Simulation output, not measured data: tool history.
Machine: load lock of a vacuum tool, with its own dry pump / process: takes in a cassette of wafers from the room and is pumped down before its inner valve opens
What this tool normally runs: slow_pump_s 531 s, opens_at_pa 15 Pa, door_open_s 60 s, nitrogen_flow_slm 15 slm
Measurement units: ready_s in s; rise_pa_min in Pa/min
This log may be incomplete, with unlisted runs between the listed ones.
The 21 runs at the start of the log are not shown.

| run | hour | slow_pump_s | opens_at_pa | door_open_s | nitrogen_flow_slm | incoming humidity of the room's air, % | ready_s | rise_pa_min |
|---|---|---|---|---|---|---|---|---|
| 22 | 1679.9 | 531 | 21 | 55 | 12 | 43.7 | 666.7 | 0.033 |
| 23 | 1780.4 | 531 | 21 | 55 | 12 | 42.0 | 662.2 | 0.030 |
| 24 | 1829.3 | 531 | 15 | 60 | 4 | 43.0 | 678.0 | 0.041 |
| 25 | 1914.8 | 531 | 15 | 160 | 15 | 45.0 | 683.2 | 0.061 |
| 26 | 1989.5 | 531 | 15 | 160 | 15 | 42.4 | 675.5 | 0.060 |
| 27 | 2043.9 | 531 | 15 | 160 | 15 | 49.2 | 674.2 | 0.068 |
| 28 | 2133.1 | 531 | 13 | 160 | 15 | 46.1 | 684.7 | 0.068 |
| 29 | 2189.7 | 531 | 15 | 60 | 13 | 43.9 | 674.2 | 0.038 |
| 30 | 2271.5 | 531 | 15 | 60 | 13 | 45.5 | 672.2 | 0.035 |

Forecast each of these 3 alternatives for the next run:
| A | 2326.0 | 531 | 16 | 70 | 20 | 44.6 | ? | ? |
| B | 2326.0 | 1017 | 15 | 60 | 13 | 48.5 | ? | ? |
| C | 2326.0 | 531 | 11 | 46 | 15 | 41.9 | ? | ? |

| run | ready_s | rise_pa_min |
|---|---|---|
| A | 676.3 | 0.026 |
| B | 1123.6 | 0.038 |
| C | 692.2 | 0.024 |
Without the tool's hidden state the same runs would have given:
| run | ready_s | rise_pa_min |
|---|---|---|
| A | 676.1 | 0.026 |
| B | 1123.4 | 0.038 |
| C | 691.9 | 0.024 |
